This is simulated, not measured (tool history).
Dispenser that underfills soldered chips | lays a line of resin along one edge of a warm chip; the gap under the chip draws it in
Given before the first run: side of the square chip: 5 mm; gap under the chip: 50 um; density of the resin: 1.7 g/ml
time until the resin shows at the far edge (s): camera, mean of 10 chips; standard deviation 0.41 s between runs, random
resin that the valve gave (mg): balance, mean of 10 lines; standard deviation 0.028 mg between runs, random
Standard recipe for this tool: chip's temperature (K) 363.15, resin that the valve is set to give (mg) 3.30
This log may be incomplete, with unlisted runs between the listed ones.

run	hour	chip's temperature (K)	resin that the valve is set to give (mg)	time until the resin shows at the far edge (s)	resin that the valve gave (mg)
1	0.0	363.15	3.30	29.2	2.98
2	2.2	363.15	3.30	32.8	2.98
3	7.1	363.15	3.30	42.5	2.96
# hour 10.2: new syringe of resin
4	10.6	363.15	3.30	29.1	2.97
5	15.3	363.15	3.30	37.3	2.98
6	18.4	363.15	3.30	44.1	3.02
# hour 20.8: new syringe of resin
7	21.9	363.15	3.30	30.6	2.93
8	25.6	363.15	3.30	36.6	2.95
9	28.8	363.15	3.41	43.0	3.10
10	31.0	364.15	3.41	45.9	3.12
# hour 31.7: new syringe of resin
11	35.5	364.15	3.41	32.1	3.02
12	39.1	364.15	3.41	39.1	3.05
13	41.2	364.15	3.41	42.7	3.01
# hour 42.5: new syringe of resin
# hour 44.7: dispensing valve cleaned and set on the balance
14	46.0	363.15	3.30	31.4	3.35
15	49.0	363.15	3.30	37.7	3.32
16	53.0	363.15	3.30	45.8	3.24
# hour 54.3: new syringe of resin
17	57.4	363.15	3.30	31.8	3.22
18	60.0	363.15	3.30	36.9	3.28
19	64.4	363.15	3.30	47.9	3.23
# hour 65.2: new syringe of resin
20	67.3	351.15	3.46	53.4	3.39
21	69.5	366.15	4.02	30.0	3.97
22	72.2	366.15	4.02	35.0	3.98
# hour 75.8: new syringe of resin
23	76.8	366.15	2.88	25.9	2.87
24	81.6	356.15	3.44	51.6	3.41
25	85.7	363.15	4.01	44.9	3.92
# hour 86.6: new syringe of resin
26	89.5	363.15	4.01	31.4	3.91
27	93.4	362.15	3.48	41.3	3.34
28	96.4	352.15	4.05	76.3	3.93
# hour 97.4: new syringe of resin
29	101.1	352.15	2.95	56.9	2.90
30	104.8	371.15	2.91	28.0	2.80
# hour 108.3: new syringe of resin
31	108.4	369.15	3.30	21.0	3.20
32	112.5	373.15	4.23	21.5	4.08
33	114.6	360.15	4.04	43.6	3.88
# hour 118.9: new syringe of resin
34	118.9	368.15	3.30	21.7	3.15
35	123.6	364.15	3.03	33.6	2.87

Branching from run 35: 5 alternative next runs. What would each branch give?
A	126.4	349.15	3.30	?	?
B	126.4	368.15	2.84	?	?
C	126.4	363.15	3.75	?	?
D	126.4	364.15	3.06	?	?
E	126.4	353.15	3.30	?	?

run	time until the resin shows at the far edge (s)	resin that the valve gave (mg)
A	79.4	3.09
B	33.4	2.73
C	40.2	3.58
D	39.1	2.93
E	65.3	3.15
Without the tool's hidden state the same runs would have given:
run	time until the resin shows at the far edge (s)	resin that the valve gave (mg)
A	55.3	3.26
B	22.9	2.87
C	27.9	3.76
D	26.9	3.08
E	45.4	3.31

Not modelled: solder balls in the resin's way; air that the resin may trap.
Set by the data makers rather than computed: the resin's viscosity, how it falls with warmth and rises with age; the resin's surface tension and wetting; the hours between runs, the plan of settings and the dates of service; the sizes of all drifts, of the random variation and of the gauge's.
